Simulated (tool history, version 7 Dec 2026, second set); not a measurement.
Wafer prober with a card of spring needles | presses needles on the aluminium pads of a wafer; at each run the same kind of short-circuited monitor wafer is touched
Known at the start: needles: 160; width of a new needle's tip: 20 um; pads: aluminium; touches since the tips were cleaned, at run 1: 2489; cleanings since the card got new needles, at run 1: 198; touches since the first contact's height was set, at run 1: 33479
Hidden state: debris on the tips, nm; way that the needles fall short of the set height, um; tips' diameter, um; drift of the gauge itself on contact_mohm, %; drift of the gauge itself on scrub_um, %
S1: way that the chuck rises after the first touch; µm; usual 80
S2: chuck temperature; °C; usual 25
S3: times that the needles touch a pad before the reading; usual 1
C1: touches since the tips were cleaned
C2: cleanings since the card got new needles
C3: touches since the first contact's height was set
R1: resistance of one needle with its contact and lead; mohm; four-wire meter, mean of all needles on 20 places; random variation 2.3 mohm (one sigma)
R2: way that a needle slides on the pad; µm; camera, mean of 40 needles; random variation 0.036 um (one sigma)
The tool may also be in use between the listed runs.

run 1 day=0 | S1=80 S2=25 S3=1 | C1=2489 C2=198 C3=33479 | R1=274 R2=10.34
-- day=0.367 tips cleaned on abrasive film
-- day=0.975 tips cleaned on abrasive film
-- day=1.583 tips cleaned on abrasive film
-- day=2.192 tips cleaned on abrasive film
run 2 day=2.529 | S1=80 S2=25 S3=2 | C1=3644 C2=202 C3=60365 | R1=272 R2=10.26
-- day=2.775 tips cleaned on abrasive film
-- day=3.262 tips cleaned on abrasive film
-- day=3.871 tips cleaned on abrasive film
run 3 day=4.162 | S1=80 S2=25 S3=1 | C1=3107 C2=205 C3=77677 | R1=279 R2=10.28
-- day=4.408 tips cleaned on abrasive film
-- day=5.017 tips cleaned on abrasive film
-- day=5.625 tips cleaned on abrasive film
-- day=6.233 tips cleaned on abrasive film
-- day=6.842 tips cleaned on abrasive film
run 4 day=6.933 | S1=80 S2=25 S3=1 | C1=1011 C2=210 C3=107094 | R1=272 R2=10.18
-- day=7.188 height of the first contact set anew
-- day=7.433 tips cleaned on abrasive film
-- day=8.042 tips cleaned on abrasive film
-- day=8.65 tips cleaned on abrasive film
-- day=9.258 tips cleaned on abrasive film
-- day=9.867 tips cleaned on abrasive film
run 5 day=9.954 | S1=80 S2=25 S3=1 | C1=925 C2=215 C3=29334 | R1=265 R2=10.42
-- day=10.442 tips cleaned on abrasive film
-- day=11.05 tips cleaned on abrasive film
-- day=11.658 tips cleaned on abrasive film
run 6 day=11.754 | S1=80 S2=25 S3=1 | C1=1059 C2=218 C3=48471 | R1=268 R2=10.29
-- day=12.242 tips cleaned on abrasive film
-- day=12.85 tips cleaned on abrasive film
run 7 day=13.221 | S1=96 S2=25 S3=1 | C1=3979 C2=220 C3=64071 | R1=278 R2=12.45
-- day=13.35 tips cleaned on abrasive film
-- day=13.954 tips cleaned on abrasive film
-- day=14.442 tips cleaned on abrasive film
run 8 day=14.658 | S1=80 S2=25 S3=1 | C1=2302 C2=223 C3=79291 | R1=276 R2=10.22
-- day=15.025 tips cleaned on abrasive film
-- day=15.512 tips cleaned on abrasive film
-- day=16.121 tips cleaned on abrasive film
-- day=16.729 tips cleaned on abrasive film
run 9 day=16.812 | S1=80 S2=25 S3=1 | C1=889 C2=227 C3=102132 | R1=271 R2=10.19
-- day=17.3 tips cleaned on abrasive film
-- day=17.554 height of the first contact set anew
-- day=17.921 tips cleaned on abrasive film
-- day=18.529 tips cleaned on abrasive film
-- day=19.133 tips cleaned on abrasive film
run 10 day=19.421 | S1=95 S2=25 S3=1 | C1=3034 C2=231 C3=19820 | R1=274 R2=12.41
-- day=19.667 tips cleaned on abrasive film
-- day=20.271 tips cleaned on abrasive film
-- day=20.879 tips cleaned on abrasive film
-- day=21.488 tips cleaned on abrasive film
-- day=22 tips cleaned on abrasive film
run 11 day=22 | S1=80 S2=25 S3=1 | C1=0 C2=236 C3=47201 | R1=265 R2=10.3
-- day=22.608 tips cleaned on abrasive film
-- day=23.217 tips cleaned on abrasive film
-- day=23.825 tips cleaned on abrasive film
-- day=24.433 tips cleaned on abrasive film
run 12 day=24.521 | S1=80 S2=25 S3=1 | C1=944 C2=240 C3=73967 | R1=270 R2=10.3
-- day=25.008 tips cleaned on abrasive film
-- day=25.617 tips cleaned on abrasive film
-- day=26.225 tips cleaned on abrasive film
run 13 day=26.417 | S1=96 S2=35 S3=3 | C1=2061 C2=243 C3=94105 | R1=263 R2=12.26
-- day=26.783 tips cleaned on abrasive film
-- day=27.392 tips cleaned on abrasive film
-- day=27.879 tips cleaned on abrasive film
-- day=27.892 height of the first contact set anew
run 14 day=28.296 | S1=83 S2=36 S3=1 | C1=4316 C2=246 C3=4316 | R1=288 R2=10.81
-- day=28.421 tips cleaned on abrasive film
-- day=28.908 tips cleaned on abrasive film
-- day=29.512 tips cleaned on abrasive film
run 15 day=29.988 | S1=100 S2=31 S3=1 | C1=5040 C2=249 C3=22267 | R1=279 R2=12.91
-- day=30.112 tips cleaned on abrasive film
-- day=30.6 tips cleaned on abrasive film
-- day=31.204 tips cleaned on abrasive film
-- day=31.812 tips cleaned on abrasive film
-- day=32.421 tips cleaned on abrasive film
run 16 day=32.629 | S1=83 S2=52 S3=1 | C1=2210 C2=254 C3=50303 | R1=285 R2=10.72
-- day=32.996 tips cleaned on abrasive film
-- day=33.604 tips cleaned on abrasive film
-- day=34.212 tips cleaned on abrasive film
-- day=34.821 tips cleaned on abrasive film
run 17 day=35.121 | S1=90 S2=30 S3=2 | C1=3221 C2=258 C3=76767 | R1=272 R2=11.62
-- day=35.367 tips cleaned on abrasive film
-- day=35.975 tips cleaned on abrasive film
-- day=36.583 tips cleaned on abrasive film
-- day=37.071 tips cleaned on abrasive film
run 18 day=37.108 | S1=90 S2=30 S3=2 | C1=414 C2=262 C3=97842 | R1=266 R2=11.45
-- day=37.596 tips cleaned on abrasive film
-- day=38.204 tips cleaned on abrasive film
-- day=38.217 height of the first contact set anew
-- day=38.825 tips cleaned on abrasive film
-- day=39.433 tips cleaned on abrasive film
-- day=40.042 tips cleaned on abrasive film
run 19 day=40.171 | S1=90 S2=30 S3=1 | C1=1404 C2=267 C3=20773 | R1=269 R2=11.69
-- day=40.538 tips cleaned on abrasive film
-- day=41.146 tips cleaned on abrasive film
-- day=41.633 tips cleaned on abrasive film
-- day=42.242 tips cleaned on abrasive film
run 20 day=42.717 | S1=71 S2=25 S3=1 | C1=5082 C2=271 C3=47811 | R1=302 R2=9.09

Forecast run 21:
-- day=42.842 tips cleaned on abrasive film
-- day=43.45 tips cleaned on abrasive film
-- day=44.058 tips cleaned on abrasive film
-- day=44.546 tips cleaned on abrasive film
-- day=45.154 tips cleaned on abrasive film
run 21 day=45.254 | S1=61 S2=38 S3=2 | C1=1071 C2=276 C3=74706 | R1=? R2=?

R1: 282 mohm
R2: 7.74 µm
Without the tool's hidden state the same run would have given R1 261 mohm, R2 7.9 µm.

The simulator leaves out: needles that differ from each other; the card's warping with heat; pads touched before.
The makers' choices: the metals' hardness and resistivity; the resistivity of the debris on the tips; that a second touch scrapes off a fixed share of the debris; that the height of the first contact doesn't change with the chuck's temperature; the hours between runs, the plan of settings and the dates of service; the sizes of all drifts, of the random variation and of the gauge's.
